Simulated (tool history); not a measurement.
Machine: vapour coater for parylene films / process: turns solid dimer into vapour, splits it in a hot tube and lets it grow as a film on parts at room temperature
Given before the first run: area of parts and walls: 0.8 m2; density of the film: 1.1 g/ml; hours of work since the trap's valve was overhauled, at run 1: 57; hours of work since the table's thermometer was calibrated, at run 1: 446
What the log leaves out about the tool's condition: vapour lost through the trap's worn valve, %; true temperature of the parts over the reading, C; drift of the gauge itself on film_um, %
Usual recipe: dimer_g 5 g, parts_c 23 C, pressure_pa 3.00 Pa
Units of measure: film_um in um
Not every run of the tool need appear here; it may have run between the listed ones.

run,hour,dimer_g,parts_c,pressure_pa,hours of work since the trap's valve was overhauled,hours of work since the table's thermometer was calibrated,film_um
1,0.0,5,23,3.00,57,446,3.05
2,35.3,5,23,3.00,81,469,3.04
3,69.3,5,23,3.00,103,492,3.06
4,96.5,5,23,3.00,121,510,3.02
5,137.0,5,23,2.27,148,537,3.18
6,170.1,4,23,3.00,171,559,2.45
7,191.4,4,23,3.00,185,573,2.44
8,232.7,5,23,2.95,212,601,3.06
9,269.5,5,23,2.95,237,625,3.08
10,297.8,4,23,3.00,256,644,2.44
11,327.2,4,23,3.00,275,664,2.46
# hour 351.6: trap's valve overhauled
12,351.6,5,23,3.00,0,677,3.06
13,373.7,5,23,3.00,15,692,3.06
14,413.0,5,23,3.00,41,718,3.07
15,444.8,5,23,10.49,62,739,2.59
16,468.9,5,23,3.00,78,755,3.05
17,489.4,5,23,3.00,92,769,3.10
18,515.8,5,23,3.00,109,786,3.05
19,549.2,5,23,3.00,132,809,3.05
20,577.7,5,23,3.00,151,828,3.06
21,602.1,5,23,3.00,167,844,3.06
22,632.3,5,23,3.00,187,864,3.09
23,674.0,5,23,3.00,215,892,3.04
24,712.5,5,23,3.00,240,917,3.07
25,754.2,5,22,3.00,268,945,3.20
# hour 788.7: trap's valve overhauled
26,794.9,5,15,3.00,4,970,4.49
27,825.5,3,16,2.82,25,990,2.60
28,867.7,5,26,4.53,53,1018,2.54
29,912.3,3,23,3.54,82,1048,1.77
30,950.1,3,35,3.02,108,1073,1.03
# hour 992.6: table's thermometer calibrated
31,992.6,6,23,7.55,135,0,3.23
32,1032.0,3,27,9.88,161,26,1.28
33,1064.4,2,19,5.82,183,48,1.34
34,1109.1,8,23,4.31,213,78,4.61
35,1139.1,7,17,4.31,233,98,5.42
36,1166.7,7,17,8.68,251,116,4.99
37,1200.6,5,15,3.51,274,138,4.42
# hour 1226.9: trap's valve overhauled
38,1244.4,3,23,2.13,12,165,1.94
39,1264.3,2,23,2.89,25,178,1.24
40,1288.3,2,20,10.90,41,194,1.19
41,1330.3,4,16,3.00,69,222,3.43
42,1368.7,4,16,3.00,94,248,3.43
43,1399.9,4,25,3.49,115,269,2.16
44,1432.3,4,25,3.49,137,290,2.20
45,1457.2,5,27,3.00,153,307,2.55
46,1487.7,5,21,3.36,174,327,3.27
47,1528.4,7,20,3.32,201,354,4.82

Below are 4 alternative next runs, each starting from the tool's condition after run 47. Predict each:
A,1562.3,7,19,5.35,223,377,?
B,1562.3,7,20,3.05,223,377,?
C,1562.3,5,23,2.43,223,377,?
D,1562.3,6,18,3.30,223,377,?

run,film_um
A,4.81
B,4.90
C,3.16
D,4.65
Without the tool's hidden state the same runs would have given:
run,film_um
A,4.82
B,4.91
C,3.17
D,4.66
